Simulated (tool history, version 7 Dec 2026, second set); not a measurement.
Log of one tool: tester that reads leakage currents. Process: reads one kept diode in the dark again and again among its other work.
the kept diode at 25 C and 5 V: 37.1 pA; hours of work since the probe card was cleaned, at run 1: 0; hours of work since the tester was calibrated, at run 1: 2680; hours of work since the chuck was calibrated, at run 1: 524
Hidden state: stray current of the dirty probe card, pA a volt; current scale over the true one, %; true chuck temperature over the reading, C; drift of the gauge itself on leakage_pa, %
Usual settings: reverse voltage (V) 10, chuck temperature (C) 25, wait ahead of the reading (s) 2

run    hour  reverse voltage (V)  chuck temperature (C)  wait ahead of the reading (s)  hours of work since the probe card was cleaned  hours of work since the tester was calibrated  hours of work since the chuck was calibrated  current that the tester gives (pA)
  1       0                   10                     25                              2                                               0                                           2680                                           524                               45.06
  2   199.4                    4                     25                              2                                             120                                           2800                                           644                               31.06
  3   336.9                   10                     36                              2                                             203                                           2883                                           727                               98.53
      393.3  -- chuck's temperature calibrated
  4   457.8                  1.2                     25                              2                                             274                                           2954                                            39                               22.23
  5   609.7                  1.2                     25                              2                                             366                                           3046                                           130                               21.75
        794  -- tester calibrated
  6   804.5                  1.2                     25                              2                                             482                                              6                                           246                               20.74
  7   929.9                  1.2                     25                              2                                             558                                             82                                           322                                20.3
  8  1081.5                  1.2                     25                              2                                             649                                            173                                           413                               19.86
  9  1261.9                  1.2                     25                              2                                             758                                            282                                           522                               19.47
 10  1370.2                  1.2                     25                              2                                             823                                            347                                           587                               19.21
 11  1480.3                  1.1                     20                              2                                             889                                            413                                           653                               12.38
     1644.5  -- chuck's temperature calibrated
 12    1653                  1.1                     20                              2                                             992                                            516                                             5                               14.85
 13  1796.5                   10                     25                           1.43                                            1078                                            603                                            92                               53.64
 14    1984                   10                     37                              2                                            1191                                            715                                           204                               119.9
 15    2170                  5.7                     25                           0.57                                            1303                                            827                                           316                               41.48
 16  2283.3                  5.7                     25                           0.57                                            1371                                            896                                           385                               41.31
 17  2517.2                  5.7                     25                           0.57                                            1512                                           1037                                           526                               40.38

3 ways to go on from here, each from the tool as it stands after run 17. What would each give?
  A  2708.3                  3.3                     25                           0.43                                            1627                                           1152                                           641                                   ?
  B  2708.3                  2.9                     60                           1.56                                            1627                                           1152                                           641                                   ?
  C  2708.3                  9.2                     47                           2.86                                            1627                                           1152                                           641                                   ?

run  current that the tester gives (pA)
  A                               31.28
  B                              311.99
  C                              211.59
Without the tool's hidden state the same runs would have given:
run  current that the tester gives (pA)
  A                               33.31
  B                              347.03
  C                               232.2
